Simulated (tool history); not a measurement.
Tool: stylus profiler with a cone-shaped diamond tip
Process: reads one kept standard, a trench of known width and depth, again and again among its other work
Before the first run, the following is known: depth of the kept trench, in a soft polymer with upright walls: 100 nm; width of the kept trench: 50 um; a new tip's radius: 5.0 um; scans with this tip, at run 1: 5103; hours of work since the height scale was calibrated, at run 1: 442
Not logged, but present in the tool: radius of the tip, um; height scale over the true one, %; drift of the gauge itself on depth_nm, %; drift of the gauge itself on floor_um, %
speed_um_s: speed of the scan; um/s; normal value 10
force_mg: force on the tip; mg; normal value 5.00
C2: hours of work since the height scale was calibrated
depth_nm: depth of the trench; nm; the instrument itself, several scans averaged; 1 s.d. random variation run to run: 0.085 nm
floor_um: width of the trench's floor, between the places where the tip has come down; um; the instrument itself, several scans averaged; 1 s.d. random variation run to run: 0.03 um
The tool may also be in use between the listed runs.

{"run": 1, "hour": 0.0, "speed_um_s": 10, "force_mg": 5.0, "scans with this tip": 5103, "C2": 442, "depth_nm": 101.95, "floor_um": 47.96}
{"run": 2, "hour": 8.5, "speed_um_s": 10, "force_mg": 5.0, "scans with this tip": 5172, "C2": 448, "depth_nm": 101.92, "floor_um": 47.98}
{"run": 3, "hour": 24.7, "speed_um_s": 10, "force_mg": 5.0, "scans with this tip": 5302, "C2": 459, "depth_nm": 101.91, "floor_um": 48.0}
{"run": 4, "hour": 38.8, "speed_um_s": 10, "force_mg": 5.0, "scans with this tip": 5415, "C2": 469, "depth_nm": 101.99, "floor_um": 47.97}
{"run": 5, "hour": 49.6, "speed_um_s": 10, "force_mg": 13.64, "scans with this tip": 5502, "C2": 477, "depth_nm": 103.58, "floor_um": 47.98}
{"run": 6, "hour": 58.1, "speed_um_s": 10, "force_mg": 13.64, "scans with this tip": 5570, "C2": 483, "depth_nm": 103.66, "floor_um": 47.95}
{"run": 7, "hour": 69.7, "speed_um_s": 10, "force_mg": 13.64, "scans with this tip": 5664, "C2": 491, "depth_nm": 103.79, "floor_um": 47.99}
{"run": 8, "hour": 79.1, "speed_um_s": 10, "force_mg": 13.64, "scans with this tip": 5739, "C2": 497, "depth_nm": 103.81, "floor_um": 47.94}
{"run": 9, "hour": 87.0, "speed_um_s": 3, "force_mg": 5.0, "scans with this tip": 5803, "C2": 503, "depth_nm": 102.0, "floor_um": 48.0}
{"run": 10, "hour": 102.3, "speed_um_s": 3, "force_mg": 5.0, "scans with this tip": 5925, "C2": 513, "depth_nm": 101.88, "floor_um": 47.98}
{"run": 11, "hour": 115.0, "speed_um_s": 3, "force_mg": 5.0, "scans with this tip": 6027, "C2": 522, "depth_nm": 101.85, "floor_um": 47.96}
{"run": 12, "hour": 129.7, "speed_um_s": 10, "force_mg": 9.4, "scans with this tip": 6146, "C2": 532, "depth_nm": 102.72, "floor_um": 48.03}
{"run": 13, "hour": 144.3, "speed_um_s": 10, "force_mg": 9.4, "scans with this tip": 6263, "C2": 543, "depth_nm": 102.8, "floor_um": 47.94}
{"run": 14, "hour": 159.6, "speed_um_s": 10, "force_mg": 9.4, "scans with this tip": 6386, "C2": 553, "depth_nm": 102.84, "floor_um": 48.0}
{"run": 15, "hour": 174.4, "speed_um_s": 7, "force_mg": 4.29, "scans with this tip": 6504, "C2": 564, "depth_nm": 101.72, "floor_um": 47.97}
{"run": 16, "hour": 188.6, "speed_um_s": 7, "force_mg": 4.29, "scans with this tip": 6619, "C2": 573, "depth_nm": 101.66, "floor_um": 47.96}
{"run": 17, "hour": 199.5, "speed_um_s": 25, "force_mg": 7.69, "scans with this tip": 6706, "C2": 581, "depth_nm": 102.59, "floor_um": 47.91}
{"run": 18, "hour": 208.7, "speed_um_s": 25, "force_mg": 7.69, "scans with this tip": 6780, "C2": 587, "depth_nm": 102.42, "floor_um": 47.87}
{"run": 19, "hour": 223.1, "speed_um_s": 18, "force_mg": 5.17, "scans with this tip": 6896, "C2": 597, "depth_nm": 101.84, "floor_um": 47.92}
{"run": 20, "hour": 237.1, "speed_um_s": 18, "force_mg": 5.17, "scans with this tip": 7008, "C2": 607, "depth_nm": 101.86, "floor_um": 47.93}
{"run": 21, "hour": 252.0, "speed_um_s": 2, "force_mg": 2.94, "scans with this tip": 7128, "C2": 618, "depth_nm": 101.37, "floor_um": 48.01}
{"run": 22, "hour": 267.1, "speed_um_s": 12, "force_mg": 2.13, "scans with this tip": 7250, "C2": 628, "depth_nm": 101.04, "floor_um": 47.9}
{"run": 23, "hour": 282.1, "speed_um_s": 14, "force_mg": 2.13, "scans with this tip": 7370, "C2": 639, "depth_nm": 101.07, "floor_um": 47.99}
{"run": 24, "hour": 294.2, "speed_um_s": 5, "force_mg": 10.84, "scans with this tip": 7467, "C2": 647, "depth_nm": 103.25, "floor_um": 48.01}
{"run": 25, "hour": 302.8, "speed_um_s": 5, "force_mg": 10.84, "scans with this tip": 7536, "C2": 653, "depth_nm": 103.18, "floor_um": 48.02}
{"run": 26, "hour": 312.6, "speed_um_s": 5, "force_mg": 10.84, "scans with this tip": 7615, "C2": 660, "depth_nm": 102.99, "floor_um": 47.97}
{"run": 27, "hour": 320.5, "speed_um_s": 32, "force_mg": 4.52, "scans with this tip": 7679, "C2": 665, "depth_nm": 101.85, "floor_um": 47.9}

Run 28, settings as shown, results not yet in. Your forecast:
{"run": 28, "hour": 333.1, "speed_um_s": 4, "force_mg": 10.42, "scans with this tip": 7780, "C2": 674, "depth_nm": "?", "floor_um": "?"}

depth_nm: 103.07 nm
floor_um: 47.97 um
Take away the tool's hidden state, keep the run-to-run variation as it was, and the same run would have given depth_nm 103.07 nm, floor_um 47.97 um.

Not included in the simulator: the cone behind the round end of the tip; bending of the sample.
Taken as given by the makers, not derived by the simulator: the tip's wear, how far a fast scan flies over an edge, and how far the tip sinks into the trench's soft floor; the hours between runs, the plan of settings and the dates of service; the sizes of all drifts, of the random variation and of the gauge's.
